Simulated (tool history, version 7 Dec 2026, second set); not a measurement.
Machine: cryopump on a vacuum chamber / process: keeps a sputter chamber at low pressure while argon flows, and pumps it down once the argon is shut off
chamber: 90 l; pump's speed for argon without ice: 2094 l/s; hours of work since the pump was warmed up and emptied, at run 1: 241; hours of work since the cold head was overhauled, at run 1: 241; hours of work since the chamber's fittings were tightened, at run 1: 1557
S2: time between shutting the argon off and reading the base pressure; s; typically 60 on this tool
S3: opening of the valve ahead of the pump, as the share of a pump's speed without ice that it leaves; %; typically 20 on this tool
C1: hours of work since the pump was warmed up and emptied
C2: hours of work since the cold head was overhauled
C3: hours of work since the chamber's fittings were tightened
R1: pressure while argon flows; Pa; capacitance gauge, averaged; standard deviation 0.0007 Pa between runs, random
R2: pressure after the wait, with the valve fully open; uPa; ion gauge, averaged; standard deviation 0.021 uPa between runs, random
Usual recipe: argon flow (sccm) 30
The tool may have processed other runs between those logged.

{"run": 1, "hour": 0.0, "argon flow (sccm)": 30, "S2": 60, "S3": 20, "C1": 241, "C2": 241, "C3": 1557, "R1": 0.1248, "R2": 0.83}
{"run": 2, "hour": 15.6, "argon flow (sccm)": 30, "S2": 60, "S3": 20, "C1": 253, "C2": 253, "C3": 1569, "R1": 0.1245, "R2": 0.77}
{"run": 3, "hour": 26.4, "argon flow (sccm)": 30, "S2": 60, "S3": 20, "C1": 262, "C2": 262, "C3": 1578, "R1": 0.1247, "R2": 0.82}
{"run": 4, "hour": 37.9, "argon flow (sccm)": 30, "S2": 60, "S3": 20, "C1": 271, "C2": 271, "C3": 1587, "R1": 0.1253, "R2": 0.85}
{"run": 5, "hour": 46.6, "argon flow (sccm)": 30, "S2": 95, "S3": 20, "C1": 278, "C2": 278, "C3": 1594, "R1": 0.1258, "R2": 0.66}
{"run": 6, "hour": 61.5, "argon flow (sccm)": 30, "S2": 42, "S3": 20, "C1": 290, "C2": 290, "C3": 1606, "R1": 0.1256, "R2": 0.99}
{"run": 7, "hour": 76.3, "argon flow (sccm)": 30, "S2": 42, "S3": 20, "C1": 302, "C2": 302, "C3": 1618, "R1": 0.126, "R2": 0.95}
{"run": 8, "hour": 92.8, "argon flow (sccm)": 30, "S2": 42, "S3": 20, "C1": 315, "C2": 315, "C3": 1631, "R1": 0.1267, "R2": 0.97}
{"run": 9, "hour": 113.0, "argon flow (sccm)": 30, "S2": 42, "S3": 20, "C1": 331, "C2": 331, "C3": 1647, "R1": 0.1262, "R2": 1.0}
{"run": 10, "hour": 126.2, "argon flow (sccm)": 30, "S2": 60, "S3": 35, "C1": 342, "C2": 342, "C3": 1658, "R1": 0.0741, "R2": 0.86}
{"run": 11, "hour": 145.3, "argon flow (sccm)": 30, "S2": 60, "S3": 35, "C1": 357, "C2": 357, "C3": 1673, "R1": 0.0736, "R2": 0.86}
{"run": 12, "hour": 156.7, "argon flow (sccm)": 30, "S2": 60, "S3": 41, "C1": 366, "C2": 366, "C3": 1682, "R1": 0.0651, "R2": 0.86}
{"run": 13, "hour": 175.1, "argon flow (sccm)": 30, "S2": 196, "S3": 20, "C1": 381, "C2": 381, "C3": 1697, "R1": 0.1275, "R2": 0.57}
{"hour": 190.5, "done": "pump warmed up, emptied and cooled again"}
{"run": 14, "hour": 195.2, "argon flow (sccm)": 30, "S2": 196, "S3": 20, "C1": 4, "C2": 393, "C3": 1709, "R1": 0.121, "R2": 0.52}
{"run": 15, "hour": 205.8, "argon flow (sccm)": 30, "S2": 196, "S3": 58, "C1": 12, "C2": 402, "C3": 1717, "R1": 0.0424, "R2": 0.5}
{"run": 16, "hour": 220.8, "argon flow (sccm)": 30, "S2": 54, "S3": 20, "C1": 24, "C2": 414, "C3": 1729, "R1": 0.1222, "R2": 0.82}
{"run": 17, "hour": 237.5, "argon flow (sccm)": 30, "S2": 60, "S3": 20, "C1": 38, "C2": 427, "C3": 1743, "R1": 0.1211, "R2": 0.76}
{"run": 18, "hour": 256.6, "argon flow (sccm)": 20, "S2": 185, "S3": 44, "C1": 53, "C2": 442, "C3": 1758, "R1": 0.0367, "R2": 0.58}

Forecast run 19:
{"run": 19, "hour": 276.2, "argon flow (sccm)": 30, "S2": 32, "S3": 19, "C1": 69, "C2": 458, "C3": 1774, "R1": "?", "R2": "?"}

{"run 19": {"R1": 0.1297, "R2": 1.11}}
Without the tool's hidden state the same run would have given R1 0.1286 Pa, R2 0.83 uPa.
